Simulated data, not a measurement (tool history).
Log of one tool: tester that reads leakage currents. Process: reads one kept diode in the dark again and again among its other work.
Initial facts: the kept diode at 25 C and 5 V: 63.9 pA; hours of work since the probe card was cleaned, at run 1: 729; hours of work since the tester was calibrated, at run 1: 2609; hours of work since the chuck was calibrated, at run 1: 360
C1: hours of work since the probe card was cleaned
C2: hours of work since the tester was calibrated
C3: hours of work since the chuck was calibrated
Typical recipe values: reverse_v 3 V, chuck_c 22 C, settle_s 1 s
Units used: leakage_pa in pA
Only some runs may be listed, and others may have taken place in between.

run 1 hour=0 | reverse_v=3 chuck_c=22 settle_s=1 | C1=729 C2=2609 C3=360 | leakage_pa=43.84
run 2 hour=125.5 | reverse_v=3 chuck_c=22 settle_s=1 | C1=799 C2=2679 C3=430 | leakage_pa=43.96
run 3 hour=232.2 | reverse_v=3 chuck_c=25 settle_s=1 | C1=859 C2=2739 C3=489 | leakage_pa=55.27
run 4 hour=301.2 | reverse_v=3 chuck_c=25 settle_s=1 | C1=897 C2=2777 C3=528 | leakage_pa=55.45
run 5 hour=403.4 | reverse_v=3 chuck_c=25 settle_s=1 | C1=954 C2=2834 C3=585 | leakage_pa=55.84
run 6 hour=517.9 | reverse_v=3 chuck_c=25 settle_s=1 | C1=1018 C2=2898 C3=649 | leakage_pa=56.13
run 7 hour=637.4 | reverse_v=3 chuck_c=25 settle_s=1 | C1=1085 C2=2965 C3=715 | leakage_pa=55.74
run 8 hour=736 | reverse_v=3 chuck_c=25 settle_s=1 | C1=1140 C2=3020 C3=770 | leakage_pa=56.07
run 9 hour=843.6 | reverse_v=3 chuck_c=25 settle_s=1 | C1=1200 C2=3080 C3=830 | leakage_pa=56.34
run 10 hour=908.7 | reverse_v=3 chuck_c=25 settle_s=1 | C1=1236 C2=3116 C3=866 | leakage_pa=56.24
run 11 hour=972.3 | reverse_v=3 chuck_c=22 settle_s=1 | C1=1271 C2=3152 C3=902 | leakage_pa=45.3
run 12 hour=1033.2 | reverse_v=3 chuck_c=22 settle_s=1 | C1=1305 C2=3186 C3=936 | leakage_pa=45.52
run 13 hour=1164.7 | reverse_v=3 chuck_c=22 settle_s=1 | C1=1379 C2=3259 C3=1009 | leakage_pa=45.49
run 14 hour=1274.7 | reverse_v=3 chuck_c=22 settle_s=1 | C1=1440 C2=3320 C3=1070 | leakage_pa=45.92
run 15 hour=1349.7 | reverse_v=12.29 chuck_c=58 settle_s=1 | C1=1482 C2=3362 C3=1112 | leakage_pa=905.73
run 16 hour=1422.9 | reverse_v=8.96 chuck_c=58 settle_s=1 | C1=1523 C2=3403 C3=1153 | leakage_pa=815.24
run 17 hour=1535.5 | reverse_v=8.96 chuck_c=58 settle_s=1 | C1=1585 C2=3466 C3=1216 | leakage_pa=815.9
run 18 hour=1628.2 | reverse_v=3 chuck_c=53 settle_s=5.96 | C1=1637 C2=3517 C3=1268 | leakage_pa=401.41
run 19 hour=1725.7 | reverse_v=3 chuck_c=43 settle_s=0.42 | C1=1692 C2=3572 C3=1322 | leakage_pa=207.59
run 20 hour=1829.3 | reverse_v=3 chuck_c=33 settle_s=0.42 | C1=1749 C2=3629 C3=1380 | leakage_pa=104.06
run 21 hour=1920.3 | reverse_v=3 chuck_c=33 settle_s=0.42 | C1=1800 C2=3680 C3=1430 | leakage_pa=104.82
run 22 hour=2039.4 | reverse_v=3 chuck_c=33 settle_s=0.42 | C1=1866 C2=3746 C3=1497 | leakage_pa=104.19
run 23 hour=2163 | reverse_v=3 chuck_c=33 settle_s=0.42 | C1=1935 C2=3815 C3=1566 | leakage_pa=104.96
run 24 hour=2266.8 | reverse_v=1.75 chuck_c=23 settle_s=0.45 | C1=1993 C2=3873 C3=1624 | leakage_pa=41.33
run 25 hour=2340.9 | reverse_v=1.66 chuck_c=22 settle_s=1 | C1=2035 C2=3915 C3=1665 | leakage_pa=37.67
run 26 hour=2450.9 | reverse_v=4.77 chuck_c=33 settle_s=4.66 | C1=2096 C2=3976 C3=1726 | leakage_pa=125.27
-- hour=2537.6 tester calibrated
run 27 hour=2571.3 | reverse_v=3.12 chuck_c=57 settle_s=1.26 | C1=2162 C2=19 C3=1792 | leakage_pa=545.62

Branching from run 27: 4 alternative next runs. What would each branch give?
run A hour=2657.6 | reverse_v=1.35 chuck_c=32 settle_s=5.89 | C1=2210 C2=67 C3=1840 | leakage_pa=?
run B hour=2657.6 | reverse_v=3 chuck_c=24 settle_s=2.17 | C1=2210 C2=67 C3=1840 | leakage_pa=?
run C hour=2657.6 | reverse_v=13.22 chuck_c=52 settle_s=6.12 | C1=2210 C2=67 C3=1840 | leakage_pa=?
run D hour=2657.6 | reverse_v=3.12 chuck_c=37 settle_s=0.95 | C1=2210 C2=67 C3=1840 | leakage_pa=?

run=A leakage_pa=74.87
run=B leakage_pa=57.16
run=C leakage_pa=670.93
run=D leakage_pa=145.57
With the hidden condition removed and each run's random variation left untouched, the same runs would have given:
run=A leakage_pa=68.64
run=B leakage_pa=49.75
run=C leakage_pa=618.22
run=D leakage_pa=133.09
